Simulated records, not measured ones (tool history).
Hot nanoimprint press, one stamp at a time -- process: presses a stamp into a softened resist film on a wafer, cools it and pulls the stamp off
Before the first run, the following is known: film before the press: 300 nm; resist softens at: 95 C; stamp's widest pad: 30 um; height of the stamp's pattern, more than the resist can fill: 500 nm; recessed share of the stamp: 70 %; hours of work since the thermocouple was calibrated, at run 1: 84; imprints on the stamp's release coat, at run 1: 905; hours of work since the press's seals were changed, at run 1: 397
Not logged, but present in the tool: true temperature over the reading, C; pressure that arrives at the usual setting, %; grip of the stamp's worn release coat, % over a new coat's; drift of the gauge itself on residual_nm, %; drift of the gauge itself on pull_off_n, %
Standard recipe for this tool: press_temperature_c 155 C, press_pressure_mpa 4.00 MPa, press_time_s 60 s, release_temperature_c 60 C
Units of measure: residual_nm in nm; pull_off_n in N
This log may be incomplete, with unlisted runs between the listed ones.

run   hour  press_temperature_c  press_pressure_mpa  press_time_s  release_temperature_c  hours of work since the thermocouple was calibrated  imprints on the stamp's release coat  hours of work since the press's seals were changed  residual_nm  pull_off_n
  1    0.0                  155                4.00            60                     60                                                   84                                   905                                                 397        146.3         187
  2   31.0                  145                4.00            60                     60                                                  106                                  1056                                                 419        238.0         187
  3   62.4                  145                4.00            60                     60                                                  128                                  1209                                                 441        241.2         197
     133.5  -- stamp cleaned and given a new release coat
  4  136.0                  155                4.00            60                     60                                                  176                                    13                                                 488        150.5         148
  5  195.7                  155                4.00            60                     60                                                  218                                   303                                                 530        150.4         158
  6  226.5                  155                4.00            60                     60                                                  240                                   452                                                 552        149.9         173
  7  263.6                  155                4.00            63                     60                                                  266                                   633                                                 578        147.8         176
     299.8  -- plate thermocouple calibrated
  8  316.1                  153                5.36            60                     52                                                   11                                   874                                                 613        142.6         208
  9  361.5                  154                4.00            61                     56                                                   43                                  1095                                                 645        152.3         206
 10  435.6                  154                4.77            61                     56                                                   96                                  1455                                                 697        142.3         225

Some steps in residual_nm between neighbouring runs. How much of each would the tool show without its hidden state too (settings, what came in, random variation), and how much is left for the hidden state, with any gauge scatter that isn't in both results?
Run 1 -> 2: press_temperature_c 155 -> 145. residual_nm +91.7 nm: hidden state +0.4, all else +91.3.
Run 7 -> 8: press_temperature_c 155 -> 153, press_pressure_mpa 4.00 -> 5.36, press_time_s 63 -> 60, release_temperature_c 60 -> 52, plate thermocouple calibrated. residual_nm -5.2 nm: hidden state -9.3, all else +4.1.
